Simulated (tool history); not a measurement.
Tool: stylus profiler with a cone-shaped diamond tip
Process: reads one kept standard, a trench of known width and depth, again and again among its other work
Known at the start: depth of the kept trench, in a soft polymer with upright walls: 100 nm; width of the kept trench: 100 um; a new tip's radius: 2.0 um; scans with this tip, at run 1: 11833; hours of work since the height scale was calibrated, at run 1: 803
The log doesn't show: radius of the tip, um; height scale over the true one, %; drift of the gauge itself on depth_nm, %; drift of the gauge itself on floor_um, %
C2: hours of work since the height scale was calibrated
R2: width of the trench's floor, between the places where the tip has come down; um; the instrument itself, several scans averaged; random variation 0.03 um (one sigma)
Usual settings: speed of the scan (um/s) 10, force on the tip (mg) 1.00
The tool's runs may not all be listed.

Run 1, day 0.000: usual settings; scans with this tip 11833; C2 803. Result: depth of the trench (Å) 1004.8, R2 98.70 um.
Run 2, day 2.521: usual settings; scans with this tip 12261; C2 832. Result: depth of the trench (Å) 1004.6, R2 98.71 um.
Run 3, day 6.233: usual settings; scans with this tip 12892; C2 875. Result: depth of the trench (Å) 1004.6, R2 98.73 um.
Run 4, day 9.242: usual settings; scans with this tip 13403; C2 910. Result: depth of the trench (Å) 1004.3, R2 98.70 um.
Run 5, day 13.342: usual settings; scans with this tip 14100; C2 957. Result: depth of the trench (Å) 1004.5, R2 98.66 um.
Run 6, day 15.721: usual settings but force on the tip (mg) 0.37; scans with this tip 14503; C2 984. Result: depth of the trench (Å) 1002.2, R2 98.66 um.
Run 7, day 18.454: usual settings but speed of the scan (um/s) 19; scans with this tip 14968; C2 1016. Result: depth of the trench (Å) 1004.8, R2 98.67 um.
Run 8, day 21.817: usual settings but speed of the scan (um/s) 19; scans with this tip 15539; C2 1055. Result: depth of the trench (Å) 1004.5, R2 98.69 um.
At day 25.125: height scale calibrated on a step standard.
Run 9, day 25.138: usual settings but speed of the scan (um/s) 19; scans with this tip 16100; C2 0. Result: depth of the trench (Å) 1004.7, R2 98.62 um.
Run 10, day 27.862: usual settings but force on the tip (mg) 1.96; scans with this tip 16562; C2 32. Result: depth of the trench (Å) 1007.3, R2 98.69 um.
Run 11, day 30.388: usual settings but force on the tip (mg) 1.96; scans with this tip 16991; C2 61. Result: depth of the trench (Å) 1007.1, R2 98.71 um.
Run 12, day 32.688: usual settings but speed of the scan (um/s) 15; scans with this tip 17381; C2 87. Result: depth of the trench (Å) 1005.0, R2 98.68 um.
Run 13, day 34.571: usual settings but speed of the scan (um/s) 15; scans with this tip 17701; C2 109. Result: depth of the trench (Å) 1004.2, R2 98.68 um.
Run 14, day 37.367: usual settings; scans with this tip 18177; C2 141. Result: depth of the trench (Å) 1004.3, R2 98.69 um.
Run 15, day 40.650: usual settings but force on the tip (mg) 1.09; scans with this tip 18734; C2 179. Result: depth of the trench (Å) 1004.9, R2 98.65 um.
Run 16, day 42.358: usual settings but force on the tip (mg) 1.09; scans with this tip 19024; C2 199. Result: depth of the trench (Å) 1004.9, R2 98.71 um.
Run 17, day 46.308: usual settings but force on the tip (mg) 1.09; scans with this tip 19695; C2 244. Result: depth of the trench (Å) 1004.7, R2 98.63 um.
Run 18, day 49.762: usual settings but force on the tip (mg) 1.09; scans with this tip 20282; C2 284. Result: depth of the trench (Å) 1004.4, R2 98.68 um.
Run 19, day 52.004: usual settings; scans with this tip 20663; C2 310. Result: depth of the trench (Å) 1005.0, R2 98.70 um.
Run 20, day 54.946: usual settings; scans with this tip 21162; C2 344. Result: depth of the trench (Å) 1004.9, R2 98.71 um.
Run 21, day 57.650: usual settings; scans with this tip 21622; C2 375. Result: depth of the trench (Å) 1003.9, R2 98.71 um.
Run 22, day 60.321: usual settings; scans with this tip 22075; C2 406. Result: depth of the trench (Å) 1004.6, R2 98.77 um.
Run 23, day 64.233: usual settings but force on the tip (mg) 0.90; scans with this tip 22740; C2 451. Result: depth of the trench (Å) 1004.3, R2 98.72 um.
Run 24, day 67.167: usual settings but speed of the scan (um/s) 6, force on the tip (mg) 0.76; scans with this tip 23238; C2 485. Result: depth of the trench (Å) 1004.1, R2 98.71 um.
Run 25, day 69.662: usual settings but speed of the scan (um/s) 2, force on the tip (mg) 1.20; scans with this tip 23662; C2 513. Result: depth of the trench (Å) 1005.3, R2 98.75 um.
Run 26, day 72.838: usual settings but speed of the scan (um/s) 2, force on the tip (mg) 1.20; scans with this tip 24201; C2 550. Result: depth of the trench (Å) 1005.4, R2 98.74 um.
Run 27, day 75.296: usual settings but speed of the scan (um/s) 2, force on the tip (mg) 1.20; scans with this tip 24619; C2 578. Result: depth of the trench (Å) 1004.8, R2 98.71 um.
Run 28, day 77.988: usual settings but speed of the scan (um/s) 25, force on the tip (mg) 1.42; scans with this tip 25076; C2 609. Result: depth of the trench (Å) 1005.6, R2 98.62 um.
Run 29, day 81.900: usual settings but speed of the scan (um/s) 25, force on the tip (mg) 1.42; scans with this tip 25740; C2 655. Result: depth of the trench (Å) 1005.5, R2 98.62 um.
Run 30, day 86.025: usual settings but speed of the scan (um/s) 31, force on the tip (mg) 0.34; scans with this tip 26441; C2 702. Result: depth of the trench (Å) 1001.8, R2 98.54 um.
At day 88.062: new tip fitted, height scale calibrated.
Run 31, day 88.554: usual settings but speed of the scan (um/s) 31, force on the tip (mg) 1.02; scans with this tip 83; C2 6. Result: depth of the trench (Å) 1004.0, R2 98.67 um.
Run 32, day 90.892: usual settings but speed of the scan (um/s) 31, force on the tip (mg) 1.02; scans with this tip 480; C2 33. Result: depth of the trench (Å) 1004.3, R2 98.66 um.
Run 33, day 93.046: usual settings but speed of the scan (um/s) 16, force on the tip (mg) 0.60; scans with this tip 846; C2 57. Result: depth of the trench (Å) 1003.1, R2 98.69 um.
Run 34, day 95.425: usual settings but speed of the scan (um/s) 24, force on the tip (mg) 0.34; scans with this tip 1250; C2 85. Result: depth of the trench (Å) 1002.1, R2 98.62 um.
Run 35, day 97.942: usual settings but speed of the scan (um/s) 13, force on the tip (mg) 0.39; scans with this tip 1678; C2 114. Result: depth of the trench (Å) 1002.2, R2 98.67 um.
Run 36, day 100.429: usual settings but speed of the scan (um/s) 13, force on the tip (mg) 0.39; scans with this tip 2100; C2 143. Result: depth of the trench (Å) 1002.5, R2 98.73 um.
Run 37, day 102.746: usual settings but speed of the scan (um/s) 5, force on the tip (mg) 2.08; scans with this tip 2494; C2 169. Result: depth of the trench (Å) 1007.1, R2 98.75 um.
Run 38, day 106.429: usual settings but speed of the scan (um/s) 5, force on the tip (mg) 2.08; scans with this tip 3120; C2 212. Result: depth of the trench (Å) 1007.4, R2 98.70 um.
Run 39, day 109.258: usual settings but speed of the scan (um/s) 5, force on the tip (mg) 2.08; scans with this tip 3600; C2 244. Result: depth of the trench (Å) 1007.6, R2 98.77 um.
Run 40, day 112.354: usual settings but speed of the scan (um/s) 5, force on the tip (mg) 2.08; scans with this tip 4126; C2 280. Result: depth of the trench (Å) 1007.0, R2 98.73 um.
Run 41, day 115.100: usual settings but speed of the scan (um/s) 6, force on the tip (mg) 0.94; scans with this tip 4592; C2 312. Result: depth of the trench (Å) 1004.2, R2 98.70 um.
Run 42, day 117.554: usual settings but speed of the scan (um/s) 5, force on the tip (mg) 0.42; scans with this tip 5009; C2 340. Result: depth of the trench (Å) 1002.6, R2 98.68 um.
Run 43, day 120.412: usual settings but speed of the scan (um/s) 6, force on the tip (mg) 0.58; scans with this tip 5495; C2 373. Result: depth of the trench (Å) 1002.7, R2 98.78 um.
Run 44, day 123.996: usual settings but speed of the scan (um/s) 6, force on the tip (mg) 0.58; scans with this tip 6103; C2 414. Result: depth of the trench (Å) 1003.0, R2 98.72 um.
Run 45, day 127.217: usual settings but force on the tip (mg) 0.44; scans with this tip 6650; C2 451. Result: depth of the trench (Å) 1002.8, R2 98.71 um.
Run 46, day 129.042: usual settings but speed of the scan (um/s) 4, force on the tip (mg) 1.79; scans with this tip 6961; C2 472. Result: depth of the trench (Å) 1006.4, R2 98.74 um.

Forecast each of these 3 alternatives for the next run:
Run A, day 132.733: usual settings but speed of the scan (um/s) 28, force on the tip (mg) 2.26; scans with this tip 7587; C2 515. Result: depth of the trench (Å) ?, R2 ?.
Run B, day 132.733: usual settings but speed of the scan (um/s) 2, force on the tip (mg) 0.65; scans with this tip 7587; C2 515. Result: depth of the trench (Å) ?, R2 ?.
Run C, day 132.733: usual settings but speed of the scan (um/s) 6, force on the tip (mg) 1.79; scans with this tip 7587; C2 515. Result: depth of the trench (Å) ?, R2 ?.

run  depth of the trench (Å)     R2
  A                   1007.5  98.70
  B                   1002.8  98.75
  C                   1006.8  98.73
Without the tool's hidden state the same runs would have given:
run  depth of the trench (Å)     R2
  A                   1007.4  98.71
  B                   1002.8  98.76
  C                   1006.7  98.74
